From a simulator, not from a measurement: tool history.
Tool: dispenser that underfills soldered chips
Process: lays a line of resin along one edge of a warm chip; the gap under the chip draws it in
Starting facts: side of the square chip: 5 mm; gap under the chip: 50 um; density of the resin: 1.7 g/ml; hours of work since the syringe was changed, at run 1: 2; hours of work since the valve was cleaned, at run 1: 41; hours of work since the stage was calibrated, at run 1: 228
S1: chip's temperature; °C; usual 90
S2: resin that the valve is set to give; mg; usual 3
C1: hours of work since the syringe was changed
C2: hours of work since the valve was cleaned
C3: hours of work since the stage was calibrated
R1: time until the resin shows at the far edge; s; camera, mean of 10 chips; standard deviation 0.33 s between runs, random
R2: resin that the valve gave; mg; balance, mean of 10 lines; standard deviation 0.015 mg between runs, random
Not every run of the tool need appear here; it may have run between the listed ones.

| run | hour | S1 | S2 | C1 | C2 | C3 | R1 | R2 |
|---|---|---|---|---|---|---|---|---|
| 1 | 0 | 90 | 3 | 2 | 41 | 228 | 16.7 | 2.9 |
|  | 6.9 | new syringe of resin |
| 2 | 8.2 | 90 | 3 | 1 | 46 | 233 | 15.3 | 2.85 |
|  | 15.5 | dispensing valve cleaned and set on the balance |
|  | 17.8 | new syringe of resin |
| 3 | 18.1 | 90 | 3 | 0 | 1 | 238 | 14.5 | 3.01 |
| 4 | 27.1 | 90 | 3 | 6 | 7 | 244 | 17.8 | 2.97 |
|  | 28.3 | new syringe of resin |
| 5 | 37.2 | 90 | 3 | 5 | 13 | 250 | 18.4 | 2.97 |
|  | 38.8 | new syringe of resin |
| 6 | 47.9 | 90 | 3 | 6 | 19 | 256 | 17.9 | 2.93 |
|  | 49.3 | new syringe of resin |
| 7 | 58.5 | 90 | 3 | 6 | 26 | 262 | 18.5 | 2.94 |
|  | 59.4 | new syringe of resin |
| 8 | 65.4 | 90 | 3 | 4 | 30 | 266 | 17.2 | 2.91 |
|  | 70.2 | new syringe of resin |
| 9 | 75.2 | 88 | 3 | 3 | 36 | 272 | 19.1 | 2.89 |
|  | 80.3 | new syringe of resin |
| 10 | 88.9 | 88 | 3 | 5 | 44 | 280 | 20.1 | 2.86 |
|  | 90.5 | new syringe of resin |
| 11 | 95.5 | 88 | 3.09 | 3 | 48 | 284 | 17.7 | 2.95 |
|  | 100.4 | dispensing valve cleaned and set on the balance |
|  | 101.8 | new syringe of resin |
| 12 | 110.5 | 88 | 3.09 | 5 | 6 | 293 | 19.6 | 3.07 |
|  | 112.1 | new syringe of resin |
| 13 | 117.7 | 88 | 3.09 | 3 | 10 | 297 | 18.3 | 3.05 |
|  | 122.1 | new syringe of resin |
|  | 132 | new syringe of resin |
| 14 | 132.6 | 88 | 3.09 | 0 | 19 | 306 | 16.3 | 3.06 |
|  | 142 | new syringe of resin |
| 15 | 146 | 88 | 3.09 | 2 | 27 | 314 | 17.7 | 3.03 |
|  | 152.6 | new syringe of resin |
| 16 | 160.6 | 90 | 3.86 | 5 | 36 | 323 | 17.4 | 3.72 |
|  | 162.6 | new syringe of resin |
| 17 | 169.5 | 90 | 3 | 4 | 41 | 328 | 17.5 | 2.88 |
|  | 173.5 | new syringe of resin |
| 18 | 177.4 | 90 | 3 | 2 | 46 | 333 | 16.3 | 2.89 |
|  | 183.3 | new syringe of resin |
|  | 185.6 | dispensing valve cleaned and set on the balance |
| 19 | 189 | 85 | 3 | 3 | 2 | 339 | 21 | 2.99 |
|  | 194.5 | new syringe of resin |
| 20 | 198.8 | 96 | 2.56 | 3 | 8 | 345 | 13.8 | 2.57 |
|  | 204.7 | new syringe of resin |
| 21 | 213.3 | 95 | 3.1 | 5 | 17 | 354 | 14.8 | 3.06 |
|  | 214.7 | new syringe of resin |
|  | 225.4 | new syringe of resin |
| 22 | 228.2 | 79 | 3.73 | 2 | 25 | 362 | 24.3 | 3.65 |
|  | 235.5 | new syringe of resin |
| 23 | 235.9 | 85 | 3.06 | 0 | 30 | 367 | 19.3 | 2.97 |
|  | 245.4 | new syringe of resin |
| 24 | 245.4 | 97 | 2.97 | 0 | 36 | 373 | 11.5 | 2.92 |
| 25 | 253.3 | 96 | 3.46 | 5 | 40 | 377 | 14 | 3.32 |
|  | 255.5 | new syringe of resin |
|  | 266.1 | new syringe of resin |
| 26 | 266.6 | 75 | 3.34 | 0 | 48 | 385 | 27.2 | 3.2 |
|  | 270.6 | dispensing valve cleaned and set on the balance |
| 27 | 274.5 | 79 | 2.73 | 5 | 2 | 389 | 28.6 | 2.72 |
|  | 276.9 | new syringe of resin |
|  | 287.2 | new syringe of resin |
| 28 | 287.7 | 79 | 2.73 | 0 | 10 | 397 | 25.8 | 2.71 |
|  | 297.5 | new syringe of resin |
| 29 | 302.3 | 100 | 2.97 | 3 | 19 | 406 | 11.4 | 2.9 |
|  | 307.9 | new syringe of resin |
| 30 | 314 | 86 | 3.56 | 4 | 26 | 413 | 20.5 | 3.47 |
|  | 318.9 | new syringe of resin |
| 31 | 321.6 | 94 | 3.03 | 2 | 30 | 417 | 14.2 | 2.94 |
|  | 329.5 | new syringe of resin |
| 32 | 336.5 | 88 | 3.27 | 4 | 39 | 426 | 20.4 | 3.15 |
|  | 339.7 | new syringe of resin |
| 33 | 344.3 | 88 | 3.81 | 3 | 44 | 431 | 18.1 | 3.66 |
|  | 349.6 | new syringe of resin |
|  | 355.8 | dispensing valve cleaned and set on the balance |
| 34 | 355.8 | 88 | 3.81 | 3 | 0 | 437 | 18.7 | 3.81 |

Forecast each of these 4 alternatives for the next run:
|  | 361.4 | new syringe of resin |
| A | 368 | 88 | 3.14 | 4 | 7 | 445 | ? | ? |
|  | 361.4 | new syringe of resin |
| B | 368 | 100 | 2.83 | 4 | 7 | 445 | ? | ? |
|  | 361.4 | new syringe of resin |
| C | 368 | 91 | 3.81 | 4 | 7 | 445 | ? | ? |
|  | 361.4 | new syringe of resin |
| D | 368 | 90 | 2.63 | 4 | 7 | 445 | ? | ? |

| run | R1 | R2 |
|---|---|---|
| A | 19.3 | 3.15 |
| B | 12 | 2.83 |
| C | 17.1 | 3.81 |
| D | 19.3 | 2.62 |
Stripped of hidden state, with their random variation kept, the same runs would have yielded:
| run | R1 | R2 |
|---|---|---|
| A | 14.7 | 3.16 |
| B | 9.1 | 2.85 |
| C | 13.1 | 3.83 |
| D | 14.8 | 2.63 |
